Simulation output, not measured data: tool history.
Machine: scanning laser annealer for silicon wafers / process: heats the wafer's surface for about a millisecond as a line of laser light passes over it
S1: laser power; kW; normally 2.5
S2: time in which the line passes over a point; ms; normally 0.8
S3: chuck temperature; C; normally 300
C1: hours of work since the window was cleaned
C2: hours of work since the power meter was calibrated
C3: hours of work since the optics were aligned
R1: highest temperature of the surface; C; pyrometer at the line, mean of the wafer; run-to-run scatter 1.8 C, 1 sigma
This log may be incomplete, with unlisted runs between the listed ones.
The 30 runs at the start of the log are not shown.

-- day=81.438 window over the wafer cleaned
run 31 day=81.438 | S1=2.733 S2=0.652 S3=331 | C1=0 C2=1466 C3=1635 | R1=1083
run 32 day=84.046 | S1=2.733 S2=0.652 S3=331 | C1=44 C2=1510 C3=1679 | R1=1083
run 33 day=86.725 | S1=2.723 S2=0.8 S3=299 | C1=89 C2=1555 C3=1724 | R1=1105
-- day=87.825 optics aligned, line set to its width
run 34 day=89.358 | S1=2.5 S2=0.652 S3=334 | C1=130 C2=1596 C3=26 | R1=1008
run 35 day=92.388 | S1=2.5 S2=0.731 S3=291 | C1=180 C2=1647 C3=77 | R1=995
run 36 day=95.425 | S1=2.542 S2=0.895 S3=332 | C1=232 C2=1698 C3=128 | R1=1106
run 37 day=99.083 | S1=2.542 S2=0.895 S3=332 | C1=293 C2=1759 C3=189 | R1=1100
run 38 day=102.308 | S1=2.542 S2=0.895 S3=332 | C1=347 C2=1814 C3=243 | R1=1095
run 39 day=103.833 | S1=2.542 S2=0.895 S3=332 | C1=373 C2=1839 C3=269 | R1=1091
run 40 day=106.65 | S1=2.542 S2=0.895 S3=332 | C1=420 C2=1887 C3=316 | R1=1087
run 41 day=109.7 | S1=2.327 S2=0.78 S3=305 | C1=471 C2=1938 C3=368 | R1=938

What if the next run were any one of these 4? Each begins from the tool's condition after run 41:
run A day=111.283 | S1=2.127 S2=0.701 S3=332 | C1=498 C2=1964 C3=394 | R1=?
run B day=111.283 | S1=2.608 S2=0.99 S3=268 | C1=498 C2=1964 C3=394 | R1=?
run C day=111.283 | S1=2.327 S2=0.78 S3=277 | C1=498 C2=1964 C3=394 | R1=?
run D day=111.283 | S1=2.649 S2=0.576 S3=328 | C1=498 C2=1964 C3=394 | R1=?

run=A R1=869
run=B R1=1075
run=C R1=909
run=D R1=982
What these runs would have given with no unlogged condition in the tool:
run=A R1=899
run=B R1=1119
run=C R1=943
run=D R1=1017

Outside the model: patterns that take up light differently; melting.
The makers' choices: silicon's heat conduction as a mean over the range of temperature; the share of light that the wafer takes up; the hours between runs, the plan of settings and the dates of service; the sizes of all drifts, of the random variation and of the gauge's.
